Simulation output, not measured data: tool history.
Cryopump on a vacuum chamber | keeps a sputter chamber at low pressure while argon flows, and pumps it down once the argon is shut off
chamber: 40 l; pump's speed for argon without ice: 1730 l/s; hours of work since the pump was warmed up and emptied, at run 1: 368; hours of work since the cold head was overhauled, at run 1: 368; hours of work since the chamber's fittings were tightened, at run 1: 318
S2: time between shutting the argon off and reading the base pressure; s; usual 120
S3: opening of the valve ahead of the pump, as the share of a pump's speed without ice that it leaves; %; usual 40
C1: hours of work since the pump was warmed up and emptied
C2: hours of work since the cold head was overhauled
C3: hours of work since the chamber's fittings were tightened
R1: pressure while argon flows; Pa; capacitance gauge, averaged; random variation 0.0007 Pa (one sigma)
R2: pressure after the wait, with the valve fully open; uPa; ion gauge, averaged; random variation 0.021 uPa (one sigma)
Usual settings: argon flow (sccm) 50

{"run": 1, "hour": 0.0, "argon flow (sccm)": 50, "S2": 120, "S3": 40, "C1": 368, "C2": 368, "C3": 318, "R1": 0.1356, "R2": 0.89}
{"run": 2, "hour": 33.1, "argon flow (sccm)": 50, "S2": 120, "S3": 40, "C1": 386, "C2": 386, "C3": 335, "R1": 0.1368, "R2": 0.89}
{"run": 3, "hour": 54.5, "argon flow (sccm)": 46, "S2": 120, "S3": 40, "C1": 397, "C2": 397, "C3": 347, "R1": 0.1261, "R2": 0.91}
{"run": 4, "hour": 76.9, "argon flow (sccm)": 46, "S2": 120, "S3": 40, "C1": 409, "C2": 409, "C3": 359, "R1": 0.1278, "R2": 0.94}
{"run": 5, "hour": 104.9, "argon flow (sccm)": 20, "S2": 120, "S3": 40, "C1": 423, "C2": 423, "C3": 373, "R1": 0.0556, "R2": 0.98}
{"run": 6, "hour": 133.0, "argon flow (sccm)": 50, "S2": 120, "S3": 40, "C1": 438, "C2": 438, "C3": 388, "R1": 0.1389, "R2": 0.97}
{"run": 7, "hour": 161.4, "argon flow (sccm)": 24, "S2": 120, "S3": 40, "C1": 453, "C2": 453, "C3": 403, "R1": 0.0664, "R2": 1}
{"run": 8, "hour": 191.0, "argon flow (sccm)": 24, "S2": 120, "S3": 40, "C1": 469, "C2": 469, "C3": 419, "R1": 0.0677, "R2": 1.07}
{"run": 9, "hour": 207.4, "argon flow (sccm)": 24, "S2": 120, "S3": 40, "C1": 477, "C2": 477, "C3": 427, "R1": 0.0693, "R2": 1.04}
{"run": 10, "hour": 225.9, "argon flow (sccm)": 24, "S2": 120, "S3": 40, "C1": 487, "C2": 487, "C3": 437, "R1": 0.0689, "R2": 1.08}
{"run": 11, "hour": 254.2, "argon flow (sccm)": 24, "S2": 120, "S3": 40, "C1": 502, "C2": 502, "C3": 452, "R1": 0.0693, "R2": 1.09}
{"run": 12, "hour": 275.2, "argon flow (sccm)": 24, "S2": 120, "S3": 40, "C1": 513, "C2": 513, "C3": 463, "R1": 0.0706, "R2": 1.14}
{"run": 13, "hour": 299.9, "argon flow (sccm)": 24, "S2": 120, "S3": 40, "C1": 526, "C2": 526, "C3": 476, "R1": 0.0707, "R2": 1.18}
{"hour": 313.0, "done": "pump warmed up, emptied and cooled again"}
{"run": 14, "hour": 330.9, "argon flow (sccm)": 24, "S2": 120, "S3": 40, "C1": 9, "C2": 540, "C3": 490, "R1": 0.0595, "R2": 0.94}
{"run": 15, "hour": 352.0, "argon flow (sccm)": 50, "S2": 120, "S3": 40, "C1": 21, "C2": 551, "C3": 501, "R1": 0.1242, "R2": 0.95}
{"run": 16, "hour": 371.6, "argon flow (sccm)": 50, "S2": 120, "S3": 40, "C1": 31, "C2": 561, "C3": 511, "R1": 0.1236, "R2": 0.93}
{"run": 17, "hour": 401.9, "argon flow (sccm)": 50, "S2": 120, "S3": 40, "C1": 47, "C2": 577, "C3": 527, "R1": 0.1236, "R2": 0.96}
{"run": 18, "hour": 418.6, "argon flow (sccm)": 74, "S2": 120, "S3": 40, "C1": 56, "C2": 586, "C3": 536, "R1": 0.1846, "R2": 1.02}
{"run": 19, "hour": 442.6, "argon flow (sccm)": 26, "S2": 55, "S3": 41, "C1": 68, "C2": 598, "C3": 548, "R1": 0.063, "R2": 1.39}
{"run": 20, "hour": 470.7, "argon flow (sccm)": 22, "S2": 150, "S3": 51, "C1": 83, "C2": 613, "C3": 563, "R1": 0.0431, "R2": 0.94}
{"run": 21, "hour": 501.4, "argon flow (sccm)": 22, "S2": 150, "S3": 51, "C1": 99, "C2": 629, "C3": 579, "R1": 0.0427, "R2": 0.95}
{"run": 22, "hour": 518.7, "argon flow (sccm)": 22, "S2": 34, "S3": 51, "C1": 108, "C2": 639, "C3": 588, "R1": 0.0443, "R2": 1.79}
{"run": 23, "hour": 541.4, "argon flow (sccm)": 50, "S2": 149, "S3": 36, "C1": 120, "C2": 651, "C3": 600, "R1": 0.1405, "R2": 1}
{"run": 24, "hour": 566.7, "argon flow (sccm)": 43, "S2": 220, "S3": 36, "C1": 133, "C2": 664, "C3": 614, "R1": 0.1205, "R2": 0.94}
{"run": 25, "hour": 600.8, "argon flow (sccm)": 43, "S2": 220, "S3": 36, "C1": 151, "C2": 682, "C3": 632, "R1": 0.1219, "R2": 0.96}
{"run": 26, "hour": 633.1, "argon flow (sccm)": 38, "S2": 100, "S3": 27, "C1": 168, "C2": 699, "C3": 649, "R1": 0.1433, "R2": 1.25}
{"run": 27, "hour": 663.4, "argon flow (sccm)": 38, "S2": 100, "S3": 27, "C1": 184, "C2": 715, "C3": 665, "R1": 0.1416, "R2": 1.25}
{"run": 28, "hour": 687.1, "argon flow (sccm)": 91, "S2": 117, "S3": 27, "C1": 197, "C2": 727, "C3": 677, "R1": 0.3435, "R2": 1.18}
{"run": 29, "hour": 717.5, "argon flow (sccm)": 91, "S2": 29, "S3": 22, "C1": 213, "C2": 743, "C3": 693, "R1": 0.4166, "R2": 2.19}
{"run": 30, "hour": 739.9, "argon flow (sccm)": 35, "S2": 120, "S3": 40, "C1": 225, "C2": 755, "C3": 705, "R1": 0.0903, "R2": 1.2}
{"run": 31, "hour": 768.2, "argon flow (sccm)": 50, "S2": 120, "S3": 30, "C1": 240, "C2": 770, "C3": 720, "R1": 0.1721, "R2": 1.23}
{"run": 32, "hour": 790.3, "argon flow (sccm)": 50, "S2": 120, "S3": 30, "C1": 251, "C2": 781, "C3": 731, "R1": 0.1722, "R2": 1.28}
{"run": 33, "hour": 821.7, "argon flow (sccm)": 73, "S2": 30, "S3": 27, "C1": 268, "C2": 798, "C3": 748, "R1": 0.2804, "R2": 2.22}
{"run": 34, "hour": 853.3, "argon flow (sccm)": 73, "S2": 30, "S3": 27, "C1": 284, "C2": 815, "C3": 764, "R1": 0.2789, "R2": 2.23}

How the hidden state differs across the entries between the runs, from the last listed run before each to the first after it:
Between runs 13 and 14: pump warmed up, emptied and cooled again (hour 313)
  pump's speed, % of a pump's without ice: 69 -> 99.3; leak into the chamber, uPa l/s: 1018 -> 1038
  measured less the result without the state, R1: +0.0109 -> +0.0004 Pa; R2: +0.69 -> +0.44 uPa
